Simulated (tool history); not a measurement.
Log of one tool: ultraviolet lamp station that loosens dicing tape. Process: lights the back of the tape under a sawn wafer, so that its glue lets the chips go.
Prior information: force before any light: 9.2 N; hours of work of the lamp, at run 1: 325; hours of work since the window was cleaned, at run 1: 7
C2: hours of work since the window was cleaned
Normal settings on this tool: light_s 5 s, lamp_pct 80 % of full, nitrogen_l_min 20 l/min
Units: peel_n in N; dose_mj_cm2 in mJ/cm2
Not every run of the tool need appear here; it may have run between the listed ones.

Run 1, day 0.000: usual settings; hours of work of the lamp 325; C2 7. Result: peel_n 0.624 N, dose_mj_cm2 289 mJ/cm2.
Run 2, day 1.042: usual settings; hours of work of the lamp 342; C2 24. Result: peel_n 0.626 N, dose_mj_cm2 290 mJ/cm2.
Run 3, day 2.454: usual settings but light_s 2 s; hours of work of the lamp 366; C2 48. Result: peel_n 3.063 N, dose_mj_cm2 116 mJ/cm2.
Run 4, day 3.812: usual settings; hours of work of the lamp 388; C2 70. Result: peel_n 0.650 N, dose_mj_cm2 281 mJ/cm2.
Run 5, day 5.088: usual settings but lamp_pct 98 % of full; hours of work of the lamp 410; C2 92. Result: peel_n 0.411 N, dose_mj_cm2 342 mJ/cm2.
Run 6, day 6.596: usual settings; hours of work of the lamp 435; C2 117. Result: peel_n 0.682 N, dose_mj_cm2 277 mJ/cm2.
Run 7, day 8.192: usual settings; hours of work of the lamp 461; C2 143. Result: peel_n 0.693 N, dose_mj_cm2 275 mJ/cm2.
Run 8, day 9.858: usual settings; hours of work of the lamp 489; C2 171. Result: peel_n 0.718 N, dose_mj_cm2 275 mJ/cm2.
Run 9, day 10.767: usual settings but light_s 7 s; hours of work of the lamp 504; C2 186. Result: peel_n 0.332 N, dose_mj_cm2 376 mJ/cm2.
Run 10, day 12.146: usual settings but light_s 7 s; hours of work of the lamp 527; C2 209. Result: peel_n 0.338 N, dose_mj_cm2 375 mJ/cm2.
Run 11, day 12.912: usual settings but light_s 8 s, nitrogen_l_min 7 l/min; hours of work of the lamp 540; C2 222. Result: peel_n 0.629 N, dose_mj_cm2 425 mJ/cm2.
Run 12, day 14.046: usual settings but light_s 8 s, nitrogen_l_min 16 l/min; hours of work of the lamp 559; C2 241. Result: peel_n 0.307 N, dose_mj_cm2 424 mJ/cm2.
Run 13, day 15.317: usual settings but light_s 8 s, nitrogen_l_min 16 l/min; hours of work of the lamp 580; C2 262. Result: peel_n 0.318 N, dose_mj_cm2 419 mJ/cm2.
Run 14, day 16.821: usual settings but light_s 6 s, lamp_pct 97 % of full; hours of work of the lamp 605; C2 287. Result: peel_n 0.324 N, dose_mj_cm2 380 mJ/cm2.
Run 15, day 17.833: usual settings but light_s 6 s, lamp_pct 97 % of full; hours of work of the lamp 622; C2 304. Result: peel_n 0.348 N, dose_mj_cm2 378 mJ/cm2.
Run 16, day 19.121: usual settings but light_s 6 s, lamp_pct 97 % of full; hours of work of the lamp 643; C2 325. Result: peel_n 0.357 N, dose_mj_cm2 368 mJ/cm2.
Run 17, day 20.133: usual settings but light_s 6 s, lamp_pct 97 % of full; hours of work of the lamp 660; C2 342. Result: peel_n 0.347 N, dose_mj_cm2 372 mJ/cm2.

Measured minus without-hidden-state, run by run (identical run-to-run variation in each term; gauge scatter may differ):
The hidden state here: lamp's light, % of a new lamp's; light that the window lets through, % of a clean one's; drift of the gauge itself on peel_n, %; drift of the gauge itself on dose_mj_cm2, %.
run  peel_n  dose_mj_cm2
  1  +0.119          -28
  2  +0.126          -29
  3  +0.350          -12
  4  +0.151          -34
  5  +0.104          -45
  6  +0.184          -39
  7  +0.198          -43
  8  +0.217          -46
  9  +0.101          -67
 10  +0.109          -71
 11  +0.216          -82
 12  +0.098          -85
 13  +0.105          -89
 14  +0.118          -85
 15  +0.128          -88
 16  +0.133          -92
 17  +0.136          -94
